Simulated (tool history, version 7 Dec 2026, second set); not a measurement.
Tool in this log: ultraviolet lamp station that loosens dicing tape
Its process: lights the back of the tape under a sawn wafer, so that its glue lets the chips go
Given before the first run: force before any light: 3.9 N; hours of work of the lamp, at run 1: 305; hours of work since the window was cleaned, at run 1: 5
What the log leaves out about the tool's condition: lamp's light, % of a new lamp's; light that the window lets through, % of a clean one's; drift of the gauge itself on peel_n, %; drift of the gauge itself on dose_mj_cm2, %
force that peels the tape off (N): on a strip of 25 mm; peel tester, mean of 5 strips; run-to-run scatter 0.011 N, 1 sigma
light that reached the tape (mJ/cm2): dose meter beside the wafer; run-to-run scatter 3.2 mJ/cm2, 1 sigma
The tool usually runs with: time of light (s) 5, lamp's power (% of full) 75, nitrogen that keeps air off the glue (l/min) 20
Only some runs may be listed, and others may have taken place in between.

run	hour	time of light (s)	lamp's power (% of full)	nitrogen that keeps air off the glue (l/min)	hours of work of the lamp	hours of work since the window was cleaned	force that peels the tape off (N)	light that reached the tape (mJ/cm2)
1	0	5	75	20	305	5	0.556	435
2	10.8	5	75	20	311	11	0.586	436
3	16.1	5	75	20	315	15	0.559	435
4	26.1	5	75	20	321	21	0.579	439
5	35.5	5	75	20	327	27	0.601	428
6	46.4	5	75	20	333	33	0.58	428
7	55.8	5	75	20	339	39	0.58	433
8	63.8	2	75	20	344	44	1.683	172
9	71.3	2	75	20	349	49	1.706	167
10	81.7	2	75	20	355	55	1.633	171
11	93.5	5	64	20	363	62	0.755	360
12	98.6	5	61	20	366	66	0.803	347
13	104.5	5	75	20	369	69	0.608	413
14	113.8	5	75	20	375	75	0.607	413
15	122.9	5	68	20	381	81	0.692	379
16	135	5	68	20	388	88	0.709	378
17	143.4	5	75	20	393	93	0.628	410
18	151.8	5	75	20	399	98	0.616	415
19	163.2	5	75	20	406	106	0.606	411
20	172	5	68	20	411	111	0.718	374
21	182.9	5	68	20	418	118	0.718	367
22	188.6	5	68	20	421	121	0.735	366
23	197.1	2	74	12	427	126	1.931	161
24	204.4	2	74	12	431	131	2.01	159
25	212.8	2	99	28	436	136	1.258	215
# hour 213.8: window cleaned of glue's vapour
26	221.7	5	75	20	442	5	0.673	399
27	227.5	5	75	10	445	8	0.873	392
28	236.9	3	84	9	451	14	1.419	266
# hour 246.6: window cleaned of glue's vapour, once more
29	247.3	3	84	9	457	0	1.418	274
30	254	3	84	9	461	5	1.407	269
31	264.5	3	84	9	468	11	1.416	272
32	273.7	5	96	12	473	17	0.57	508
33	279	5	76	24	477	20	0.578	405
34	289.7	10	75	11	483	27	0.332	795
35	298.3	10	75	11	489	32	0.335	788
36	309.6	10	75	11	496	39	0.35	788
37	320	10	75	11	502	45	0.351	791
38	327.4	10	92	11	507	50	0.304	965
39	337.7	5	75	17	513	56	0.751	389
40	346.5	4	65	28	518	62	0.909	268
41	355	4	63	9	524	67	1.477	262
42	362.7	4	63	9	528	72	1.447	257
43	374.5	3	77	9	536	79	1.634	238

What differs in the tool's unlogged condition from the final listed run ahead of each entry between runs to the first listed run following it?
In the gap between runs 25 and 26: window cleaned of glue's vapour (hour 213.8)
  lamp's light, % of a new lamp's: 83.4 -> 83.2; light that the window lets through, % of a clean one's: 97.8 -> 96.4
  the result without the hidden state subtracted from the measured one, force that peels the tape off (N): +0.254 -> +0.175; light that reached the tape (mJ/cm2): -48 -> -98
In the gap between runs 28 and 29: window cleaned of glue's vapour, once more (hour 246.6)
  lamp's light, % of a new lamp's: 82.8 -> 82.6; light that the window lets through, % of a clean one's: 96.3 -> 99.2
  the result without the hidden state subtracted from the measured one, force that peels the tape off (N): +0.289 -> +0.262; light that reached the tape (mJ/cm2): -68 -> -61
